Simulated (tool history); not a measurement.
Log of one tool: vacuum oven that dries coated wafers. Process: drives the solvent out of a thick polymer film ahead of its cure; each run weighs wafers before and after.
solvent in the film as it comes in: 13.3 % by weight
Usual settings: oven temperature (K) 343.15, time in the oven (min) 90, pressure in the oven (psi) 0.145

| run | hour | oven temperature (K) | time in the oven (min) | pressure in the oven (psi) | solvent left in the film (%) |
|---|---|---|---|---|---|
| 1 | 0.0 | 343.15 | 90 | 0.145 | 1.89 |
| 2 | 78.2 | 343.15 | 90 | 0.145 | 1.99 |
| 3 | 147.7 | 343.15 | 90 | 0.145 | 2.04 |
| 4 | 203.0 | 343.15 | 114 | 0.145 | 1.42 |
| 5 | 303.1 | 343.15 | 114 | 0.145 | 1.31 |
| 6 | 376.4 | 343.15 | 114 | 0.428 | 2.22 |
| 7 | 465.0 | 343.15 | 114 | 0.428 | 2.18 |
| 8 | 556.4 | 343.15 | 93 | 0.428 | 2.76 |
| 9 | 652.5 | 343.15 | 93 | 0.428 | 2.72 |
| 10 | 751.7 | 343.15 | 90 | 0.145 | 1.87 |
|  | 817.8 | vacuum gauge cleaned of residue and calibrated |
| 11 | 838.6 | 343.15 | 90 | 0.145 | 2.03 |
| 12 | 962.3 | 343.15 | 90 | 0.145 | 1.88 |
| 13 | 1061.8 | 331.15 | 142 | 0.145 | 3.82 |
| 14 | 1177.7 | 343.15 | 74 | 0.341 | 3.03 |
| 15 | 1237.8 | 343.15 | 74 | 0.341 | 3.11 |
| 16 | 1292.8 | 344.15 | 47 | 0.151 | 3.87 |
|  | 1346.8 | oven's thermocouples calibrated |
| 17 | 1399.3 | 337.15 | 141 | 0.113 | 1.85 |
| 18 | 1463.2 | 337.15 | 141 | 0.113 | 1.96 |
| 19 | 1527.2 | 338.15 | 62 | 0.145 | 4.66 |

3 ways to go on from here, each from the tool as it stands after run 19. What would each give?
| A | 1654.4 | 343.15 | 58 | 0.145 | ? |
| B | 1654.4 | 347.15 | 49 | 0.145 | ? |
| C | 1654.4 | 329.15 | 62 | 0.109 | ? |

| run | solvent left in the film (%) |
|---|---|
| A | 3.44 |
| B | 2.88 |
| C | 7.26 |
Without the tool's hidden state the same runs would have given:
| run | solvent left in the film (%) |
|---|---|
| A | 3.43 |
| B | 2.87 |
| C | 7.25 |
